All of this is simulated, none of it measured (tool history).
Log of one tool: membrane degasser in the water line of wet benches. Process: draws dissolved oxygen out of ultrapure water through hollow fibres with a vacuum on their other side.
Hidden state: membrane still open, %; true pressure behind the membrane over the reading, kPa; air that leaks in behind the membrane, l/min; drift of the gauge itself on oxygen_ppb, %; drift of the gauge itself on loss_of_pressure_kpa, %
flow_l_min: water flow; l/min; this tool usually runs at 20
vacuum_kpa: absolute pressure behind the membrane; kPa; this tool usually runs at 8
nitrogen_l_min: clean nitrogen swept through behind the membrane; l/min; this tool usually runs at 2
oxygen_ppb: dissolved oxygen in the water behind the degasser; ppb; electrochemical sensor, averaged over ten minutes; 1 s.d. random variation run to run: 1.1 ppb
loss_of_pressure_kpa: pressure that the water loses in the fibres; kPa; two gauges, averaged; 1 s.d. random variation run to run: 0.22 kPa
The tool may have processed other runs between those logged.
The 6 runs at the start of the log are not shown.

| run | hour | flow_l_min | vacuum_kpa | nitrogen_l_min | hours since the membrane was changed | hours since the vacuum gauge was calibrated | hours since the vacuum lines were made tight | oxygen_ppb | loss_of_pressure_kpa |
|---|---|---|---|---|---|---|---|---|---|
| 7 | 614.3 | 20 | 8 | 2 | 6545 | 1268 | 4055 | 121.1 | 53.66 |
|  | 750.6 | seals of the vacuum lines changed |
| 8 | 772.1 | 20 | 8 | 2 | 6701 | 1424 | 21 | 117.8 | 53.19 |
| 9 | 912.3 | 20 | 6.43 | 2 | 6841 | 1564 | 162 | 82.8 | 52.74 |
| 10 | 1042.7 | 20 | 6.43 | 2 | 6971 | 1694 | 292 | 84.1 | 53.2 |
| 11 | 1200.6 | 20 | 6.43 | 2 | 7129 | 1852 | 450 | 82.9 | 52.96 |
| 12 | 1313.5 | 20 | 7.88 | 2 | 7242 | 1965 | 563 | 114 | 52.82 |
| 13 | 1446.1 | 20 | 7.88 | 2 | 7375 | 2098 | 695 | 116.1 | 53.16 |
| 14 | 1569.7 | 20 | 8 | 1.29 | 7498 | 2221 | 819 | 176.5 | 52.93 |
| 15 | 1694.7 | 20 | 8 | 1.29 | 7623 | 2346 | 944 | 174.7 | 53.18 |
| 16 | 1798.6 | 20 | 8 | 1.29 | 7727 | 2450 | 1048 | 172.9 | 53.11 |
| 17 | 1906.4 | 21 | 8.6 | 1.22 | 7835 | 2558 | 1156 | 216.6 | 55.78 |
| 18 | 2077 | 14 | 14.72 | 5.41 | 8005 | 2729 | 1326 | 74.9 | 37.07 |
| 19 | 2222.7 | 23 | 10.76 | 2.53 | 8151 | 2874 | 1472 | 173.7 | 60.49 |
| 20 | 2375.5 | 23 | 10.76 | 2.53 | 8304 | 3027 | 1625 | 173.6 | 60.3 |
| 21 | 2510.3 | 13 | 16.44 | 2.3 | 8439 | 3162 | 1760 | 177.9 | 34.38 |
| 22 | 2679.2 | 12 | 13.91 | 2 | 8608 | 3331 | 1929 | 154.8 | 31.79 |
| 23 | 2823.2 | 20 | 8 | 1.2 | 8752 | 3475 | 2073 | 185.1 | 52.42 |
| 24 | 2967.3 | 30 | 11.82 | 2 | 8896 | 3619 | 2217 | 324.9 | 78.7 |
| 25 | 3066.6 | 30 | 11.82 | 2 | 8995 | 3718 | 2316 | 323.6 | 78.82 |
| 26 | 3236.4 | 30 | 11.82 | 2 | 9165 | 3888 | 2486 | 318.4 | 78.56 |
| 27 | 3357.3 | 30 | 11.82 | 2 | 9286 | 4009 | 2607 | 322 | 78.86 |
| 28 | 3457.6 | 23 | 5.99 | 2.41 | 9386 | 4109 | 2707 | 76.5 | 60.15 |
|  | 3479.9 | gauge calibrated |
| 29 | 3646.8 | 23 | 5.99 | 2.41 | 9575 | 4298 | 2896 | 75.6 | 61.16 |
| 30 | 3738.2 | 23 | 8.03 | 5 | 9667 | 4390 | 2988 | 66.8 | 61.89 |
| 31 | 3872.1 | 14 | 8 | 4.66 | 9800 | 4524 | 3121 | 36.7 | 37.21 |

Predict each of these 3 candidate next runs independently; none follows another, all start after run 31:
| A | 3979.5 | 22 | 8 | 4.66 | 9908 | 4631 | 3229 | ? | ? |
| B | 3979.5 | 14 | 6.97 | 2.24 | 9908 | 4631 | 3229 | ? | ? |
| C | 3979.5 | 18 | 9.51 | 1.33 | 9908 | 4631 | 3229 | ? | ? |

| run | oxygen_ppb | loss_of_pressure_kpa |
|---|---|---|
| A | 66.4 | 58.31 |
| B | 57 | 37.51 |
| C | 200.3 | 47.92 |
Without the tool's hidden state the same runs would have given:
| run | oxygen_ppb | loss_of_pressure_kpa |
|---|---|---|
| A | 66.3 | 58.41 |
| B | 57 | 37.58 |
| C | 200.2 | 48 |

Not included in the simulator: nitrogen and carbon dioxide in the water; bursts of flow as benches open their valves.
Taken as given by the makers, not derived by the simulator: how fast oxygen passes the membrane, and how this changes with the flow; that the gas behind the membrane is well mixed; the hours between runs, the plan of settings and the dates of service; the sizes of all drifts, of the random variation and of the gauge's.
